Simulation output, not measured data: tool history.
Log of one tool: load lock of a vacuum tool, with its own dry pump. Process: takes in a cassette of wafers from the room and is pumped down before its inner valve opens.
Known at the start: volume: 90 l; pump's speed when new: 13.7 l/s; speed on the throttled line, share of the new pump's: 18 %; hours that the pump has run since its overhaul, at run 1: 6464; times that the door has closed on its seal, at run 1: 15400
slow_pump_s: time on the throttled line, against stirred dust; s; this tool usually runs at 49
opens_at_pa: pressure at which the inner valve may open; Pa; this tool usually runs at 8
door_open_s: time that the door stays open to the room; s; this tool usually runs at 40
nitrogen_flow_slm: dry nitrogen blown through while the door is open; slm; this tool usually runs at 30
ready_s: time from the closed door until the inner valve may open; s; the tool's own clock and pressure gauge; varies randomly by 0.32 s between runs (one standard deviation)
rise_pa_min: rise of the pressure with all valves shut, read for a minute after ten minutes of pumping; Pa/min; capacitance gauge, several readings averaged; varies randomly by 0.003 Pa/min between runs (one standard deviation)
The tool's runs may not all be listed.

run,day,slow_pump_s,opens_at_pa,door_open_s,nitrogen_flow_slm,hours that the pump has run since its overhaul,times that the door has closed on its seal,"incoming humidity of the room's air, %",ready_s,rise_pa_min
1,0.000,49,8,40,30,6464,15400,42.3,105.9,0.057
2,3.283,49,8,40,30,6543,15717,43.9,105.8,0.064
3,7.679,49,15,40,30,6648,16141,45.3,101.2,0.065
4,11.854,49,15,40,30,6748,16544,44.5,101.4,0.064
5,13.958,49,8,40,30,6799,16747,43.4,106.3,0.067
6,16.117,49,8,40,30,6851,16955,43.9,106.9,0.072
7,18.775,49,8,40,30,6914,17212,44.3,106.5,0.065
8,22.850,49,8,40,30,7012,17605,45.3,106.8,0.073
9,26.196,49,8,40,30,7093,17928,47.7,107.0,0.074
10,29.204,49,8,40,30,7165,18218,43.4,106.7,0.070
11,33.408,49,8,40,30,7266,18624,42.2,106.5,0.074
12,35.646,49,8,40,30,7319,18840,47.8,107.2,0.076
13,39.062,49,8,40,30,7401,19169,47.6,107.2,0.082
14,42.292,49,8,40,30,7479,19481,43.8,106.5,0.080
15,44.842,56,9,40,30,7540,19727,49.0,111.6,0.083
16,46.842,25,13,40,30,7588,19920,45.1,83.8,0.083
17,49.383,28,8,86,5,7649,20165,45.2,90.2,0.116
18,52.596,28,8,86,5,7726,20475,44.4,89.6,0.110
19,54.812,56,8,82,5,7779,20689,42.0,112.3,0.114
20,59.500,51,6,90,30,7892,21141,46.9,110.9,0.096
21,63.717,25,6,44,19,7993,21549,42.0,89.8,0.094
22,65.804,25,6,44,22,8043,21750,46.7,90.5,0.091
23,68.642,25,6,44,22,8111,22024,45.0,90.2,0.093
24,72.692,42,14,107,41,8208,22415,44.0,96.8,0.100
25,75.008,49,9,40,6,8264,22638,45.0,106.1,0.102

A few steps of ready_s between consecutive runs. Split each: what settings, incoming material and random variation would produce without the hidden state, and what is left over for the hidden state, along with gauge scatter present in only one of the two compared results (measured, and without hidden state):
Hidden state present: pump's speed, % of a new pump's; leak at the door's seal, Pa l/s; drift of the gauge itself on ready_s, %; drift of the gauge itself on rise_pa_min, %.
Run 15 -> 16: slow_pump_s 56 -> 25, opens_at_pa 9 -> 13. ready_s -27.8 s: hidden state +0.3, all else -28.1.
Run 18 -> 19: slow_pump_s 28 -> 56, door_open_s 86 -> 82. ready_s +22.7 s: hidden state -0.3, all else +23.0.
Run 20 -> 21: slow_pump_s 51 -> 25, door_open_s 90 -> 44, nitrogen_flow_slm 30 -> 19. ready_s -21.1 s: hidden state +0.6, all else -21.7.
Run 23 -> 24: slow_pump_s 25 -> 42, opens_at_pa 6 -> 14, door_open_s 44 -> 107, nitrogen_flow_slm 22 -> 41. ready_s +6.6 s: hidden state -0.9, all else +7.5.
